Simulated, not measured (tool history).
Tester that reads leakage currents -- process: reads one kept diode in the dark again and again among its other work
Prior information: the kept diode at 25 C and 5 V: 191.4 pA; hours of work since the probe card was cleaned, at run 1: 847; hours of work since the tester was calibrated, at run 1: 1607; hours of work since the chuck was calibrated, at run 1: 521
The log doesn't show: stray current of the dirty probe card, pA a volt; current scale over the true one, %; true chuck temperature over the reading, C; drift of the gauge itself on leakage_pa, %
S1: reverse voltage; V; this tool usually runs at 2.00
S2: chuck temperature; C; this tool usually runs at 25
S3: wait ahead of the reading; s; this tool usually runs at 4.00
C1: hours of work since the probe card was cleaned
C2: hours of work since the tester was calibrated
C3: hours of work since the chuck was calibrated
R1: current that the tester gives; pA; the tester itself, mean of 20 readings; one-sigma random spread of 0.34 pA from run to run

run,hour,S1,S2,S3,C1,C2,C3,R1
1,0.0,2.00,25,4.00,847,1607,521,116.29
2,63.7,2.00,25,4.00,888,1649,563,117.18
3,185.7,2.00,25,4.00,968,1729,643,118.47
4,257.8,2.00,25,4.00,1015,1776,690,119.45
5,355.5,2.00,25,4.00,1079,1840,754,120.00
6,451.9,2.00,25,4.00,1143,1903,817,120.83
7,530.4,2.00,25,4.00,1194,1954,868,121.13
# hour 618.4: tester calibrated
8,626.6,2.00,25,4.00,1256,5,930,124.51
9,768.3,2.00,25,0.45,1349,98,1023,125.93
# hour 843.8: probe card cleaned and baked
10,843.8,2.00,25,4.00,0,146,1070,126.25
11,981.4,2.00,43,4.00,90,236,1161,618.28
12,1056.4,2.00,43,4.00,139,285,1210,620.63
13,1181.8,2.00,43,4.00,221,367,1292,622.21
# hour 1204.1: probe card cleaned and baked, once more
14,1303.5,2.00,43,4.00,65,445,1370,628.75
15,1417.5,2.00,43,4.00,140,520,1444,633.75
16,1495.2,2.00,43,4.00,191,570,1495,636.06
# hour 1547.6: chuck's temperature calibrated
17,1648.7,2.00,43,4.00,290,670,66,546.63
18,1761.4,2.00,43,4.00,364,744,140,550.78
19,1848.1,6.71,54,6.28,421,800,197,2772.00
20,1945.6,6.71,50,2.50,484,864,261,2035.28
21,2088.1,7.64,29,0.33,578,958,354,373.28
22,2226.4,1.15,21,1.32,668,1048,445,56.51
23,2332.4,1.15,32,0.80,738,1118,514,158.23
24,2465.8,6.32,25,4.00,825,1205,601,232.20
25,2534.9,8.91,58,8.14,870,1250,647,4658.03
26,2623.0,8.91,58,8.14,928,1308,705,4680.43
27,2726.8,8.90,25,4.00,996,1376,772,291.63
28,2827.9,2.00,20,9.67,1062,1442,839,74.92
29,2944.5,2.00,20,9.67,1139,1519,915,76.11
30,3093.0,2.00,20,9.67,1236,1616,1012,76.58
31,3221.1,2.00,20,0.49,1320,1700,1096,78.31

Each row is a separate what-if for the run after 31, all from the same tool condition, not one after another. Results?
# hour 3339.7: probe card cleaned and baked
A,3362.8,6.04,21,1.92,15,1791,1187,?
# hour 3339.7: probe card cleaned and baked
B,3362.8,3.91,46,0.35,15,1791,1187,?
# hour 3339.7: probe card cleaned and baked
C,3362.8,7.88,20,3.96,15,1791,1187,?
# hour 3339.7: probe card cleaned and baked
D,3362.8,2.00,25,7.16,15,1791,1187,?
# hour 3339.7: probe card cleaned and baked
E,3362.8,1.88,58,5.71,15,1791,1187,?

run,R1
A,163.00
B,1155.79
C,173.42
D,123.02
E,1926.78
Without the tool's hidden state the same runs would have given:
run,R1
A,146.38
B,1056.81
C,155.56
D,110.79
E,1774.27

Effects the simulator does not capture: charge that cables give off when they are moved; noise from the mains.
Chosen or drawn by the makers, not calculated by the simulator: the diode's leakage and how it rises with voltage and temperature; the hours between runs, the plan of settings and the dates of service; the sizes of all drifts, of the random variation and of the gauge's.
